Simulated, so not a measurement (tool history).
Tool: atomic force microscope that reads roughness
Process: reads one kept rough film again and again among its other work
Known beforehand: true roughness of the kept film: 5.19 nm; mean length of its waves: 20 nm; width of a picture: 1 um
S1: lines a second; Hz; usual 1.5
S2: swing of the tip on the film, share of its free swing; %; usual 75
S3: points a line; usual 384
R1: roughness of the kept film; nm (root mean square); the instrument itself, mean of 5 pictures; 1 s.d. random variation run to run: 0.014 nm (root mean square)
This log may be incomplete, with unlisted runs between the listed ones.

Run 1, hour 0: usual settings. Result: R1 2.015 nm (root mean square).
Run 2, hour 28.2: usual settings. Result: R1 1.878 nm (root mean square).
At hour 51.8: new tip fitted.
Run 3, hour 65.7: usual settings. Result: R1 3.11 nm (root mean square).
Run 4, hour 92.3: usual settings. Result: R1 2.752 nm (root mean square).
Run 5, hour 113.1: usual settings. Result: R1 2.577 nm (root mean square).
Run 6, hour 134.1: usual settings but S2 85 %. Result: R1 2.217 nm (root mean square).
Run 7, hour 181: usual settings but S2 85 %. Result: R1 1.916 nm (root mean square).
Run 8, hour 206: usual settings but S2 85 %. Result: R1 1.806 nm (root mean square).
At hour 237.1: new tip fitted.
Run 9, hour 248.5: usual settings but S2 85 %. Result: R1 2.886 nm (root mean square).
Run 10, hour 285.1: usual settings but S2 85 %. Result: R1 2.523 nm (root mean square).
Run 11, hour 308.4: usual settings but S2 85 %. Result: R1 2.301 nm (root mean square).
Run 12, hour 339.8: usual settings but S2 85 %. Result: R1 2.071 nm (root mean square).
Run 13, hour 380: usual settings but S3 716. Result: R1 2.013 nm (root mean square).
Run 14, hour 410.2: usual settings but S1 0.75 Hz. Result: R1 1.946 nm (root mean square).
At hour 420.7: new tip fitted.
Run 15, hour 440.4: usual settings but S1 0.75 Hz. Result: R1 3.242 nm (root mean square).
Run 16, hour 464.2: usual settings but S1 0.75 Hz. Result: R1 2.945 nm (root mean square).
Run 17, hour 490.5: usual settings. Result: R1 2.512 nm (root mean square).
Run 18, hour 514.4: usual settings but S1 1.42 Hz, S2 61 %, S3 296. Result: R1 2.461 nm (root mean square).
Run 19, hour 542.5: usual settings but S2 82 %. Result: R1 2.037 nm (root mean square).
Run 20, hour 568.9: usual settings but S2 80 %, S3 839. Result: R1 1.948 nm (root mean square).
Run 21, hour 589.6: usual settings but S1 0.85 Hz, S2 80 %, S3 839. Result: R1 1.924 nm (root mean square).
At hour 606: new tip fitted.
Run 22, hour 610.5: usual settings but S1 0.85 Hz, S2 80 %, S3 839. Result: R1 3.438 nm (root mean square).
Run 23, hour 654.1: usual settings but S1 1.03 Hz, S2 68 %, S3 353. Result: R1 2.885 nm (root mean square).
Run 24, hour 686.2: usual settings but S1 0.57 Hz, S2 86 %, S3 534. Result: R1 2.484 nm (root mean square).
Run 25, hour 713.6: usual settings but S1 1.47 Hz, S2 69 %, S3 534. Result: R1 2.281 nm (root mean square).
Run 26, hour 747.2: usual settings but S1 0.54 Hz, S2 57 %, S3 748. Result: R1 2.226 nm (root mean square).
Run 27, hour 774.3: usual settings but S1 0.71 Hz. Result: R1 1.937 nm (root mean square).
At hour 789: new tip fitted.
Run 28, hour 801.6: usual settings but S1 1.37 Hz, S2 74 %. Result: R1 3.219 nm (root mean square).
Run 29, hour 842.4: usual settings but S1 1.17 Hz, S3 279. Result: R1 2.698 nm (root mean square).
Run 30, hour 877.9: usual settings but S1 1.17 Hz, S3 279. Result: R1 2.373 nm (root mean square).
Run 31, hour 900.7: usual settings but S1 0.79 Hz, S2 76 %, S3 263. Result: R1 2.269 nm (root mean square).
Run 32, hour 947.3: usual settings but S1 2.24 Hz, S2 61 %, S3 1000. Result: R1 2.022 nm (root mean square).
At hour 972.3: new tip fitted.
Run 33, hour 974.1: usual settings but S2 61 %, S3 740. Result: R1 3.564 nm (root mean square).

5 options for the next run, each taken on its own from the tool as it stands now. Forecast them:
Run A, hour 1002.3: usual settings but S2 85 %, S3 524. Result: R1 ?.
Run B, hour 1002.3: usual settings but S1 0.66 Hz, S2 61 %, S3 452. Result: R1 ?.
Run C, hour 1002.3: usual settings but S1 0.99 Hz, S2 61 %, S3 265. Result: R1 ?.
Run D, hour 1002.3: usual settings but S1 1.87 Hz, S2 69 %, S3 376. Result: R1 ?.
Run E, hour 1002.3: usual settings but S1 0.7 Hz, S2 79 %, S3 635. Result: R1 ?.

run     R1
  A  2.729
  B  3.231
  C  3.126
  D  2.972
  E  3.101
With the hidden condition removed and each run's random variation left untouched, the same runs would have given:
run     R1
  A  3.118
  B  3.689
  C  3.569
  D  3.392
  E  3.541
